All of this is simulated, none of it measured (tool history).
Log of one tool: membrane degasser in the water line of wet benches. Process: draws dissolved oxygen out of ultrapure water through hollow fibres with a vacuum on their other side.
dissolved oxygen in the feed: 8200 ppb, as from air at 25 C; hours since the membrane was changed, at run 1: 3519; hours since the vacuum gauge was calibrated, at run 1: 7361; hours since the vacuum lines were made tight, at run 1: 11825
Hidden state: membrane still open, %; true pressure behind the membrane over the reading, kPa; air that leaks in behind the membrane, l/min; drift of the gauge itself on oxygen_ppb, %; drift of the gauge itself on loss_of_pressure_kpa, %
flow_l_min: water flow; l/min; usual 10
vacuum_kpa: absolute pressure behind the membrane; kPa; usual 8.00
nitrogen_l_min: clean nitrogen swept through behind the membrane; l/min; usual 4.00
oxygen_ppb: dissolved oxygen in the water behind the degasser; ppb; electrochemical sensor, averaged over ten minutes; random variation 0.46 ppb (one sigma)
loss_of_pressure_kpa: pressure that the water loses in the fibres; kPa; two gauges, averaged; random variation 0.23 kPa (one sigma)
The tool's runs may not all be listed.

run	hour	flow_l_min	vacuum_kpa	nitrogen_l_min	hours since the membrane was changed	hours since the vacuum gauge was calibrated	hours since the vacuum lines were made tight	oxygen_ppb	loss_of_pressure_kpa
1	0.0	10	8.00	4.00	3519	7361	11825	39.4	57.12
2	63.2	10	8.00	4.00	3582	7424	11888	39.9	56.94
3	139.4	10	8.00	4.00	3658	7500	11964	38.8	57.44
4	214.7	10	8.00	4.00	3733	7575	12039	39.1	57.13
5	338.4	10	8.00	4.00	3857	7699	12163	38.6	57.96
6	411.9	10	8.00	4.00	3930	7773	12237	39.0	57.38
7	543.0	10	8.00	4.00	4062	7904	12368	39.6	57.28
8	660.6	10	8.00	4.00	4179	8021	12485	39.5	57.32
9	750.5	10	8.00	4.00	4269	8111	12575	39.6	57.23
10	806.9	10	8.00	4.00	4325	8167	12632	38.8	57.35
11	898.2	10	8.00	4.00	4417	8259	12723	39.1	57.45
12	992.2	10	8.00	4.00	4511	8353	12817	39.3	56.90
13	1091.6	12	8.00	4.00	4610	8452	12916	51.2	69.17
14	1163.9	12	8.00	4.00	4682	8524	12989	51.0	68.96
15	1244.3	12	8.00	4.00	4763	8605	13069	51.2	69.55
16	1324.5	13	9.20	5.35	4843	8685	13149	53.4	74.43
# hour 1433.0: seals of the vacuum lines changed
17	1437.2	12	8.00	2.23	4954	8796	4	73.9	68.68
# hour 1510.0: vacuum gauge calibrated
18	1526.5	12	8.00	2.23	5043	16	93	73.5	68.85
19	1627.2	14	10.64	6.17	5143	117	194	56.4	80.84
20	1690.1	14	10.64	6.17	5206	180	257	56.2	80.63
21	1763.0	14	9.20	1.80	5279	253	330	125.5	81.12
22	1887.7	12	6.99	6.45	5404	378	454	27.5	69.06
23	1973.9	12	6.99	6.45	5490	464	540	27.6	69.68
24	2051.8	12	6.99	6.45	5568	542	618	28.5	69.40
25	2177.0	12	6.99	6.45	5693	667	744	27.9	69.33
26	2287.3	8	13.57	6.46	5803	777	854	35.6	45.84
27	2352.5	13	13.57	2.06	5869	842	919	169.9	75.10
28	2453.1	14	8.00	4.00	5969	943	1020	57.5	81.14
29	2525.1	7	17.10	4.00	6041	1015	1092	62.7	40.52
30	2644.2	7	17.10	4.00	6160	1134	1211	63.0	40.44

5 ways to go on from here, each from the tool as it stands after run 30. What would each give?
A	2756.7	6	8.00	1.74	6273	1247	1323	?	?
B	2756.7	15	5.32	8.18	6273	1247	1323	?	?
C	2756.7	7	5.74	4.00	6273	1247	1323	?	?
D	2756.7	13	9.48	3.95	6273	1247	1323	?	?
E	2756.7	7	17.10	4.00	6273	1247	1323	?	?

run	oxygen_ppb	loss_of_pressure_kpa
A	42.6	34.70
B	29.1	87.16
C	12.7	40.82
D	64.6	75.35
E	63.2	40.22
Without the tool's hidden state the same runs would have given:
run	oxygen_ppb	loss_of_pressure_kpa
A	41.4	33.78
B	25.9	84.84
C	12.0	39.74
D	61.7	73.35
E	61.7	39.15
